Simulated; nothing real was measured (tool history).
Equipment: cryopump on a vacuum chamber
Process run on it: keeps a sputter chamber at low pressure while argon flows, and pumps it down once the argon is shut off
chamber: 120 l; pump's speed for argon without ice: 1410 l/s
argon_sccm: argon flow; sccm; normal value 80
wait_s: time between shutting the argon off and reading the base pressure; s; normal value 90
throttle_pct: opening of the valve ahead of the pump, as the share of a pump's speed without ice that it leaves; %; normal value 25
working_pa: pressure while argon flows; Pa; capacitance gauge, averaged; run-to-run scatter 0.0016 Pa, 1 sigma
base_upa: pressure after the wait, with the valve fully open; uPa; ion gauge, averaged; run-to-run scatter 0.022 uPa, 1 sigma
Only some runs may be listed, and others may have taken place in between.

Run 1, hour 0: usual settings. Result: working_pa 0.3862 Pa, base_upa 1.08 uPa.
Run 2, hour 45.3: usual settings. Result: working_pa 0.3914 Pa, base_upa 1.15 uPa.
Run 3, hour 71.8: usual settings but throttle_pct 33 %. Result: working_pa 0.2977 Pa, base_upa 1.19 uPa.
Run 4, hour 131.5: usual settings but throttle_pct 33 %. Result: working_pa 0.3004 Pa, base_upa 1.21 uPa.
Run 5, hour 175.2: usual settings but throttle_pct 33 %. Result: working_pa 0.3015 Pa, base_upa 1.24 uPa.
Run 6, hour 221.1: usual settings but argon_sccm 41 sccm, wait_s 28 s, throttle_pct 26 %. Result: working_pa 0.1965 Pa, base_upa 2.28 uPa.
Run 7, hour 261.1: usual settings but argon_sccm 81 sccm, wait_s 181 s, throttle_pct 47 %. Result: working_pa 0.2222 Pa, base_upa 1.06 uPa.
Run 8, hour 308.2: usual settings but argon_sccm 142 sccm, wait_s 221 s, throttle_pct 48 %. Result: working_pa 0.3823 Pa, base_upa 1.03 uPa.

Estimate the outcome of run 9 from the log above:
Run 9, hour 345.4: usual settings but argon_sccm 40 sccm, wait_s 114 s, throttle_pct 27 %. Result: working_pa ?, base_upa ?.

working_pa: 0.1863 Pa
base_upa: 1.23 uPa
With the hidden condition absent and the run-to-run variation left alone, this run would have shown working_pa 0.1773 Pa, base_upa 0.59 uPa.

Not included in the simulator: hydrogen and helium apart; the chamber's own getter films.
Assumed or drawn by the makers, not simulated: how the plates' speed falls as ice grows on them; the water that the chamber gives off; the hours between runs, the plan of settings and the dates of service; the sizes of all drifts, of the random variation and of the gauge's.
